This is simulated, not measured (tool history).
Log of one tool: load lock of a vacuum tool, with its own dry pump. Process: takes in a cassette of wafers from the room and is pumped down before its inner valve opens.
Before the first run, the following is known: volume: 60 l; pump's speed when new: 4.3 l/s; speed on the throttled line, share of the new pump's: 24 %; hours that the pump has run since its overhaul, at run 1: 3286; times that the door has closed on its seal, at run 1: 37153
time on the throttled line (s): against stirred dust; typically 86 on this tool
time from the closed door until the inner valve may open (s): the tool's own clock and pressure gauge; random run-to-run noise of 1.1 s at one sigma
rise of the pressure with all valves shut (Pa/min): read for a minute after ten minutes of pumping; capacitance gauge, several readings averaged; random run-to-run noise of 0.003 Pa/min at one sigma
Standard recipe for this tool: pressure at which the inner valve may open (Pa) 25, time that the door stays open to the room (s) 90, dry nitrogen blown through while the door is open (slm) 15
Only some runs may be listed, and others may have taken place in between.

| run | hour | time on the throttled line (s) | pressure at which the inner valve may open (Pa) | time that the door stays open to the room (s) | dry nitrogen blown through while the door is open (slm) | hours that the pump has run since its overhaul | times that the door has closed on its seal | incoming humidity of the room's air, % | time from the closed door until the inner valve may open (s) | rise of the pressure with all valves shut (Pa/min) |
|---|---|---|---|---|---|---|---|---|---|---|
| 1 | 0 | 86 | 25 | 90 | 15 | 3286 | 37153 | 44.5 | 181.8 | 0.453 |
| 2 | 133.3 | 86 | 25 | 90 | 15 | 3419 | 37797 | 48.4 | 185.3 | 0.469 |
| 3 | 341.5 | 86 | 25 | 90 | 15 | 3627 | 38803 | 47 | 184.4 | 0.492 |
| 4 | 430.3 | 86 | 25 | 90 | 15 | 3716 | 39232 | 45.8 | 184 | 0.507 |
|  | 483.7 | door's seal changed, seat wiped |
| 5 | 546.3 | 131 | 25 | 90 | 15 | 3830 | 302 | 43.3 | 219.2 | 0.025 |
| 6 | 687.3 | 131 | 25 | 90 | 15 | 3971 | 984 | 44.3 | 220.1 | 0.029 |
| 7 | 780 | 131 | 25 | 90 | 15 | 4064 | 1432 | 47.1 | 220 | 0.029 |
| 8 | 875.5 | 131 | 25 | 90 | 15 | 4160 | 1893 | 44.1 | 221.3 | 0.027 |
| 9 | 1081.5 | 50 | 25 | 90 | 15 | 4366 | 2889 | 44.2 | 159.5 | 0.032 |
| 10 | 1262 | 81 | 25 | 90 | 15 | 4546 | 3761 | 46.6 | 182.3 | 0.043 |
| 11 | 1394.6 | 81 | 25 | 90 | 15 | 4679 | 4402 | 46.1 | 183.6 | 0.044 |
| 12 | 1534.4 | 81 | 25 | 90 | 15 | 4818 | 5077 | 43.9 | 182.9 | 0.049 |
| 13 | 1632 | 81 | 25 | 90 | 15 | 4916 | 5549 | 46.4 | 181.5 | 0.055 |
| 14 | 1728.7 | 81 | 25 | 90 | 15 | 5013 | 6016 | 46.1 | 180.5 | 0.053 |
| 15 | 1907.4 | 77 | 38 | 168 | 5 | 5191 | 6880 | 50 | 174.3 | 0.095 |
| 16 | 2005.2 | 86 | 25 | 90 | 28 | 5289 | 7352 | 43.2 | 188.6 | 0.053 |
| 17 | 2170.3 | 86 | 25 | 90 | 28 | 5454 | 8150 | 47.4 | 186.5 | 0.069 |
| 18 | 2297.8 | 86 | 25 | 90 | 28 | 5582 | 8766 | 45.2 | 185.9 | 0.07 |
| 19 | 2476.5 | 99 | 27 | 38 | 28 | 5761 | 9630 | 44.4 | 195 | 0.073 |
| 20 | 2601.9 | 59 | 33 | 90 | 15 | 5886 | 10236 | 45.7 | 161.1 | 0.083 |
| 21 | 2716.4 | 59 | 33 | 90 | 15 | 6000 | 10789 | 44.3 | 163.2 | 0.089 |
| 22 | 2875.1 | 59 | 33 | 90 | 15 | 6159 | 11556 | 47.4 | 163.2 | 0.1 |
| 23 | 2998.8 | 47 | 49 | 90 | 15 | 6283 | 12154 | 45.5 | 148.3 | 0.101 |

Run 24 has not been measured yet. What should we expect?
| 24 | 3117.2 | 146 | 33 | 90 | 4 | 6401 | 12726 | 42.1 | ? | ? |

For run 24 the tool returned time from the closed door until the inner valve may open (s) 229.9, rise of the pressure with all valves shut (Pa/min) 0.123.
If the tool had no hidden condition, the same run with the same run-to-run variation would have returned time from the closed door until the inner valve may open (s) 224.9, rise of the pressure with all valves shut (Pa/min) 0.034.
